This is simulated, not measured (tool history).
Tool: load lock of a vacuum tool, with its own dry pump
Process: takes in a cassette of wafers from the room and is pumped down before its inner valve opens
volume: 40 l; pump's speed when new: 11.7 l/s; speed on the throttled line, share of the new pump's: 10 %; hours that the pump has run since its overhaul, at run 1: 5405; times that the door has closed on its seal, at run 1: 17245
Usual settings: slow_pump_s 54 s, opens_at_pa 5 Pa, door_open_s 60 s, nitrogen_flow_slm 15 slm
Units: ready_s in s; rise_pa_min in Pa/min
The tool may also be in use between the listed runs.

| run | hour | slow_pump_s | opens_at_pa | door_open_s | nitrogen_flow_slm | hours that the pump has run since its overhaul | times that the door has closed on its seal | incoming humidity of the room's air, % | ready_s | rise_pa_min |
|---|---|---|---|---|---|---|---|---|---|---|
| 1 | 0 | 54 | 5 | 60 | 15 | 5405 | 17245 | 43.1 | 86.2 | 0.101 |
| 2 | 131.4 | 54 | 5 | 60 | 15 | 5536 | 17618 | 42.8 | 85.8 | 0.102 |
| 3 | 239.2 | 72 | 5 | 60 | 15 | 5644 | 17923 | 43.9 | 102.4 | 0.099 |
| 4 | 323.8 | 72 | 10 | 60 | 15 | 5729 | 18163 | 47.2 | 99.3 | 0.107 |
| 5 | 484.4 | 43 | 10 | 60 | 15 | 5889 | 18619 | 43.9 | 73.4 | 0.106 |
| 6 | 556.3 | 43 | 10 | 60 | 15 | 5961 | 18823 | 45.2 | 73.1 | 0.111 |
| 7 | 710.9 | 54 | 5 | 60 | 15 | 6116 | 19261 | 43.2 | 86.4 | 0.112 |
| 8 | 868.1 | 54 | 5 | 60 | 15 | 6273 | 19706 | 47.1 | 86.4 | 0.117 |
| 9 | 990.6 | 54 | 5 | 60 | 15 | 6396 | 20054 | 47.3 | 86 | 0.109 |
| 10 | 1079.1 | 54 | 5 | 60 | 15 | 6484 | 20305 | 45.6 | 87.1 | 0.122 |
| 11 | 1168.6 | 54 | 5 | 58 | 15 | 6573 | 20558 | 41.6 | 85.8 | 0.114 |
| 12 | 1268.7 | 54 | 5 | 60 | 15 | 6674 | 20842 | 42.3 | 86.8 | 0.123 |
| 13 | 1370.2 | 54 | 5 | 60 | 8 | 6775 | 21130 | 48.3 | 86.8 | 0.142 |
| 14 | 1487.5 | 54 | 5 | 60 | 8 | 6892 | 21462 | 44.6 | 86.5 | 0.133 |
| 15 | 1567.9 | 54 | 7 | 60 | 8 | 6973 | 21690 | 45.9 | 85.4 | 0.14 |
| 16 | 1651.3 | 54 | 6 | 68 | 25 | 7056 | 21927 | 44 | 85.8 | 0.121 |
| 17 | 1734.2 | 42 | 4 | 49 | 19 | 7139 | 22162 | 45 | 77 | 0.126 |
| 18 | 1895.5 | 42 | 4 | 49 | 6 | 7300 | 22619 | 47.6 | 77.8 | 0.147 |
| 19 | 1969.5 | 54 | 5 | 51 | 10 | 7374 | 22829 | 45.8 | 86.9 | 0.138 |
| 20 | 2133.2 | 52 | 5 | 70 | 15 | 7538 | 23293 | 46.5 | 85.5 | 0.138 |
| 21 | 2205.8 | 27 | 5 | 80 | 15 | 7611 | 23499 | 46.8 | 62.2 | 0.147 |
| 22 | 2278.9 | 70 | 5 | 80 | 15 | 7684 | 23706 | 45.5 | 100.5 | 0.146 |
| 23 | 2433.7 | 70 | 5 | 80 | 15 | 7839 | 24145 | 45.9 | 101.2 | 0.145 |
| 24 | 2581.8 | 54 | 5 | 60 | 21 | 7987 | 24565 | 46.6 | 87 | 0.136 |
| 25 | 2689.8 | 40 | 5 | 28 | 21 | 8095 | 24871 | 45.8 | 75.2 | 0.128 |
| 26 | 2814.8 | 40 | 5 | 28 | 21 | 8220 | 25225 | 45.4 | 74.7 | 0.138 |
| 27 | 2944.9 | 40 | 5 | 28 | 21 | 8350 | 25594 | 46.3 | 74.4 | 0.136 |
| 28 | 3098.9 | 83 | 5 | 28 | 41 | 8504 | 26031 | 45.2 | 113.7 | 0.132 |
| 29 | 3180 | 83 | 5 | 28 | 41 | 8585 | 26261 | 43.8 | 112.3 | 0.142 |
| 30 | 3322.3 | 83 | 5 | 28 | 41 | 8727 | 26664 | 44 | 113.1 | 0.143 |

Measured less the same run without the tool's hidden state. The same run-to-run variation is in both; the gauge's scatter may not be:
The hidden state here: pump's speed, % of a new pump's; leak at the door's seal, Pa l/s; drift of the gauge itself on ready_s, %; drift of the gauge itself on rise_pa_min, %.
| run | ready_s | rise_pa_min |
|---|---|---|
| 1 | +2.7 | +0.072 |
| 2 | +2.8 | +0.074 |
| 3 | +2.7 | +0.075 |
| 4 | +2.4 | +0.076 |
| 5 | +2.7 | +0.081 |
| 6 | +2.8 | +0.081 |
| 7 | +3 | +0.084 |
| 8 | +3 | +0.084 |
| 9 | +3.1 | +0.086 |
| 10 | +3.2 | +0.088 |
| 11 | +3.2 | +0.091 |
| 12 | +3.2 | +0.092 |
| 13 | +3.3 | +0.095 |
| 14 | +3.3 | +0.095 |
| 15 | +3.1 | +0.098 |
| 16 | +3.3 | +0.098 |
| 17 | +3.7 | +0.1 |
| 18 | +3.8 | +0.104 |
| 19 | +3.4 | +0.103 |
| 20 | +3.6 | +0.108 |
| 21 | +3.9 | +0.11 |
| 22 | +3.4 | +0.111 |
| 23 | +3.6 | +0.113 |
| 24 | +3.7 | +0.115 |
| 25 | +3.9 | +0.118 |
| 26 | +3.9 | +0.12 |
| 27 | +4 | +0.12 |
| 28 | +3.6 | +0.122 |
| 29 | +3.5 | +0.128 |
| 30 | +3.6 | +0.129 |

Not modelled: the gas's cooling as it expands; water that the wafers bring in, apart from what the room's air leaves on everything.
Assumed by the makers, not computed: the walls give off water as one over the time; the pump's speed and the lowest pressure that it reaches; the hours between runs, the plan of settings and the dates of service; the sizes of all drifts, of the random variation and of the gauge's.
